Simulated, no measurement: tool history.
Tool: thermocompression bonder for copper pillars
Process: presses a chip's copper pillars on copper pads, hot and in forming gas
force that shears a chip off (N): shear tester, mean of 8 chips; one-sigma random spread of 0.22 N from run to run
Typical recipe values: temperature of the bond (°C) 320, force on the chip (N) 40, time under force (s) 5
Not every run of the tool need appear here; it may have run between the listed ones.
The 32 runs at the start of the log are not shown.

run    hour  temperature of the bond (°C)  force on the chip (N)  time under force (s)  force that shears a chip off (N)
 33   869.8                           318                     46                     8                              85.8
 34   893.5                           318                     46                     7                              83.0
 35   914.6                           328                     50                     4                              82.5
 36   945.2                           328                     50                     4                              82.4
 37   969.0                           308                     50                     5                              73.1
 38   990.2                           332                     42                     4                              76.3
 39  1012.8                           348                     50                     8                             103.8
 40  1039.3                           332                     50                     8                              96.8

3 ways to go on from here, each from the tool as it stands after run 40. What would each give?
     1044.7  -- heater calibrated with a thermocouple chip
  A  1066.8                           332                     27                     8                                 ?
     1044.7  -- heater calibrated with a thermocouple chip
  B  1066.8                           332                     49                     4                                 ?
     1044.7  -- heater calibrated with a thermocouple chip
  C  1066.8                           329                     40                     5                                 ?

run  force that shears a chip off (N)
  A                              65.9
  B                              79.4
  C                              72.7
Had the tool no hidden state, the same runs would have come out as:
run  force that shears a chip off (N)
  A                              65.9
  B                              79.9
  C                              72.9
